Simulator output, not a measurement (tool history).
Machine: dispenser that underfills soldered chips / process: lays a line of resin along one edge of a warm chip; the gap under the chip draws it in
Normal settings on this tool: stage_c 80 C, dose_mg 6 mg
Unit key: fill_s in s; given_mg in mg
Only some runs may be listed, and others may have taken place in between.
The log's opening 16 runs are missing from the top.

-- hour=80.8 dispensing valve cleaned and set on the balance
run 17 hour=81.6 | stage_c=92 dose_mg=6 | fill_s=8 given_mg=6.01
-- hour=85 new syringe of resin
run 18 hour=86.8 | stage_c=92 dose_mg=6 | fill_s=7.7 given_mg=5.96
run 19 hour=92.4 | stage_c=75 dose_mg=6.51 | fill_s=20.6 given_mg=6.48
-- hour=95.7 new syringe of resin
run 20 hour=97.2 | stage_c=78 dose_mg=6.27 | fill_s=13.2 given_mg=6.23
run 21 hour=102.5 | stage_c=92 dose_mg=5.49 | fill_s=9.3 given_mg=5.45
-- hour=106.2 new syringe of resin
run 22 hour=106.9 | stage_c=92 dose_mg=5.49 | fill_s=6.3 given_mg=5.45
run 23 hour=113.4 | stage_c=70 dose_mg=5.73 | fill_s=25.9 given_mg=5.64
-- hour=116.8 new syringe of resin
run 24 hour=117.3 | stage_c=70 dose_mg=5.73 | fill_s=19.3 given_mg=5.63
run 25 hour=123.1 | stage_c=93 dose_mg=6 | fill_s=7.7 given_mg=5.86
-- hour=127.5 new syringe of resin
run 26 hour=129.8 | stage_c=93 dose_mg=6 | fill_s=6.2 given_mg=5.88
run 27 hour=133.9 | stage_c=92 dose_mg=6 | fill_s=8.6 given_mg=5.85
run 28 hour=136.8 | stage_c=92 dose_mg=6 | fill_s=8.9 given_mg=5.86
-- hour=138.2 new syringe of resin
run 29 hour=142.8 | stage_c=84 dose_mg=6.72 | fill_s=10.8 given_mg=6.48
run 30 hour=148 | stage_c=71 dose_mg=6.97 | fill_s=27 given_mg=6.72
-- hour=148.6 new syringe of resin
run 31 hour=151.7 | stage_c=76 dose_mg=6.88 | fill_s=16 given_mg=6.66
run 32 hour=156.5 | stage_c=67 dose_mg=7.13 | fill_s=29.2 given_mg=6.86
-- hour=159.4 new syringe of resin
run 33 hour=162.2 | stage_c=80 dose_mg=7.68 | fill_s=12 given_mg=7.39
run 34 hour=166.5 | stage_c=88 dose_mg=6.01 | fill_s=9.9 given_mg=5.77
run 35 hour=169.4 | stage_c=67 dose_mg=5.21 | fill_s=34.4 given_mg=4.97
-- hour=170.3 new syringe of resin
run 36 hour=173.1 | stage_c=75 dose_mg=7.03 | fill_s=16.1 given_mg=6.69

Predict each of these 3 candidate next runs independently; none follows another, all start after run 36:
run A hour=176.3 | stage_c=80 dose_mg=6.01 | fill_s=? given_mg=?
run B hour=176.3 | stage_c=74 dose_mg=6.95 | fill_s=? given_mg=?
run C hour=176.3 | stage_c=66 dose_mg=6.95 | fill_s=? given_mg=?

run=A fill_s=14 given_mg=5.78
run=B fill_s=19.4 given_mg=6.59
run=C fill_s=29.6 given_mg=6.6
The same runs, with their run-to-run variation unchanged, on a tool lacking any hidden condition would have given:
run=A fill_s=11.8 given_mg=6.06
run=B fill_s=16.5 given_mg=6.91
run=C fill_s=25.3 given_mg=6.92
